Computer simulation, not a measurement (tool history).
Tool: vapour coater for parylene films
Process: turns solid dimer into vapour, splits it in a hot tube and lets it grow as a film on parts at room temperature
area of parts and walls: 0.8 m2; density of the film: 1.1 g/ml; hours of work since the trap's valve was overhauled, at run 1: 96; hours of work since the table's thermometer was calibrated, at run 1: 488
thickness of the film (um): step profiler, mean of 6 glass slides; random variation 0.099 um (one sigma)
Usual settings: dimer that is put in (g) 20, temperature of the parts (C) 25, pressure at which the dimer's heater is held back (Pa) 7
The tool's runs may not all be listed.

run	hour	dimer that is put in (g)	temperature of the parts (C)	pressure at which the dimer's heater is held back (Pa)	hours of work since the trap's valve was overhauled	hours of work since the table's thermometer was calibrated	thickness of the film (um)
1	0	20	25	7	96	488	12.79
2	19.6	20	25	7	106	499	12.68
3	36.4	20	25	7	115	508	12.71
4	55.4	20	25	7	125	518	12.82
5	70	20	34	7	133	526	10.06
6	83.6	20	34	7	140	533	10.01
7	102.3	20	34	7	150	543	10.11
8	121.2	20	25	7	160	553	12.76
9	145.2	20	25	7	173	566	12.57
10	171.1	20	25	7	187	579	12.62
11	197.9	20	25	7	201	594	12.62
12	229.1	20	25	7	217	610	12.45
13	247	20	25	7	227	620	12.45
14	262.9	20	25	7	235	628	12.46
15	284.3	24	25	7	247	640	14.89
16	302.4	24	25	7	256	649	15.13
17	324.3	15	25	7	268	661	9.25
18	345.9	15	25	7	280	673	9.36
19	372.4	15	25	7	294	687	9.31
20	388.6	15	25	7	302	695	9.37
21	405.4	20	27	7	311	704	11.63
22	429.1	20	25	4	324	717	13.45
23	443.4	16	30	4.61	331	724	9.19
24	467.5	13	25	7	344	737	8.03
25	485.1	13	25	7	354	747	8
26	515.8	28	30	7	370	763	15.12
27	547.1	29	25	4.51	387	780	18.76
28	566.4	27	24	7	397	790	16.89
29	584.9	27	24	2.15	407	800	20.43
30	612.9	27	24	2.15	422	815	20.26
31	637.6	27	24	2.15	435	828	20.16
# hour 650: trap's valve overhauled
32	666	20	25	7	8	841	12.8
33	679.6	20	25	7	16	848	13.05
34	697.7	11	25	7	25	858	7.09
35	722	11	25	7	38	871	6.97
36	738.5	11	25	7	47	879	7.03
37	757	11	25	7	57	889	7.02
38	778.2	9	19	7	68	900	6.65
39	793.2	17	28	7	76	908	10.03
40	807.6	14	30	2.73	84	916	9.04
41	824.1	14	30	2.73	93	925	9.05
42	854	14	30	2.73	109	941	8.94
43	869.2	18	18	2.7	117	949	15.64
44	896.1	10	29	2.7	131	963	6.64

5 ways to go on from here, each from the tool as it stands after run 44. What would each give?
A	916.9	15	25	3.75	142	974	?
B	916.9	25	28	5.93	142	974	?
C	916.9	9	22	5.85	142	974	?
D	916.9	24	21	7.23	142	974	?
E	916.9	10	22	2.7	142	974	?

run	thickness of the film (um)
A	10.5
B	14.92
C	6.35
D	16.67
E	7.91
Without the tool's hidden state the same runs would have given:
run	thickness of the film (um)
A	10.95
B	15.56
C	6.62
D	17.39
E	8.25
